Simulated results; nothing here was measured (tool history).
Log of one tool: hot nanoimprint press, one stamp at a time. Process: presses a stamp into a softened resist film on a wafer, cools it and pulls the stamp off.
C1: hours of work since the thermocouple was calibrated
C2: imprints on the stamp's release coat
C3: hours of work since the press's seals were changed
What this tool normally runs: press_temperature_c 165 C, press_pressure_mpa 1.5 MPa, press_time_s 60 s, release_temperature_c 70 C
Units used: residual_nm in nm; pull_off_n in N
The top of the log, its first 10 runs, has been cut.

{"run": 11, "hour": 209.7, "press_temperature_c": 165, "press_pressure_mpa": 1.5, "press_time_s": 63, "release_temperature_c": 70, "C1": 394, "C2": 833, "C3": 583, "residual_nm": 272.3, "pull_off_n": 157}
{"hour": 228.1, "done": "stamp cleaned and given a new release coat"}
{"run": 12, "hour": 240.1, "press_temperature_c": 165, "press_pressure_mpa": 1.5, "press_time_s": 63, "release_temperature_c": 70, "C1": 408, "C2": 24, "C3": 597, "residual_nm": 270.6, "pull_off_n": 136}
{"run": 13, "hour": 252.0, "press_temperature_c": 165, "press_pressure_mpa": 1.5, "press_time_s": 60, "release_temperature_c": 77, "C1": 415, "C2": 47, "C3": 604, "residual_nm": 275.7, "pull_off_n": 118}
{"run": 14, "hour": 276.1, "press_temperature_c": 165, "press_pressure_mpa": 1.5, "press_time_s": 60, "release_temperature_c": 77, "C1": 429, "C2": 94, "C3": 618, "residual_nm": 275.7, "pull_off_n": 115}
{"run": 15, "hour": 291.2, "press_temperature_c": 165, "press_pressure_mpa": 1.5, "press_time_s": 60, "release_temperature_c": 77, "C1": 438, "C2": 123, "C3": 627, "residual_nm": 276.7, "pull_off_n": 120}
{"run": 16, "hour": 305.6, "press_temperature_c": 173, "press_pressure_mpa": 1.5, "press_time_s": 43, "release_temperature_c": 70, "C1": 447, "C2": 151, "C3": 635, "residual_nm": 238.3, "pull_off_n": 136}
{"run": 17, "hour": 321.4, "press_temperature_c": 156, "press_pressure_mpa": 1.5, "press_time_s": 36, "release_temperature_c": 70, "C1": 456, "C2": 182, "C3": 645, "residual_nm": 438.5, "pull_off_n": 140}
{"run": 18, "hour": 343.4, "press_temperature_c": 156, "press_pressure_mpa": 1.5, "press_time_s": 36, "release_temperature_c": 70, "C1": 469, "C2": 225, "C3": 657, "residual_nm": 433.9, "pull_off_n": 137}
{"run": 19, "hour": 361.3, "press_temperature_c": 156, "press_pressure_mpa": 1.5, "press_time_s": 36, "release_temperature_c": 70, "C1": 479, "C2": 260, "C3": 668, "residual_nm": 438.1, "pull_off_n": 138}
{"run": 20, "hour": 384.6, "press_temperature_c": 156, "press_pressure_mpa": 1.5, "press_time_s": 44, "release_temperature_c": 70, "C1": 493, "C2": 305, "C3": 682, "residual_nm": 413.3, "pull_off_n": 141}
{"run": 21, "hour": 397.7, "press_temperature_c": 165, "press_pressure_mpa": 1.94, "press_time_s": 44, "release_temperature_c": 69, "C1": 501, "C2": 330, "C3": 689, "residual_nm": 272.1, "pull_off_n": 144}
{"run": 22, "hour": 424.8, "press_temperature_c": 165, "press_pressure_mpa": 1.69, "press_time_s": 60, "release_temperature_c": 73, "C1": 517, "C2": 383, "C3": 705, "residual_nm": 259.5, "pull_off_n": 135}
{"run": 23, "hour": 444.0, "press_temperature_c": 168, "press_pressure_mpa": 1.94, "press_time_s": 38, "release_temperature_c": 70, "C1": 528, "C2": 421, "C3": 716, "residual_nm": 259.7, "pull_off_n": 140}
{"run": 24, "hour": 459.5, "press_temperature_c": 168, "press_pressure_mpa": 1.94, "press_time_s": 38, "release_temperature_c": 70, "C1": 537, "C2": 451, "C3": 725, "residual_nm": 258, "pull_off_n": 142}

Expected results for the next run?
{"run": 25, "hour": 478.5, "press_temperature_c": 168, "press_pressure_mpa": 1.94, "press_time_s": 117, "release_temperature_c": 70, "C1": 548, "C2": 488, "C3": 737, "residual_nm": "?", "pull_off_n": "?"}

residual_nm: 166.7 nm
pull_off_n: 140 N
With no hidden state in the tool, this same run would have given residual_nm 168.6 nm, pull_off_n 135 N.

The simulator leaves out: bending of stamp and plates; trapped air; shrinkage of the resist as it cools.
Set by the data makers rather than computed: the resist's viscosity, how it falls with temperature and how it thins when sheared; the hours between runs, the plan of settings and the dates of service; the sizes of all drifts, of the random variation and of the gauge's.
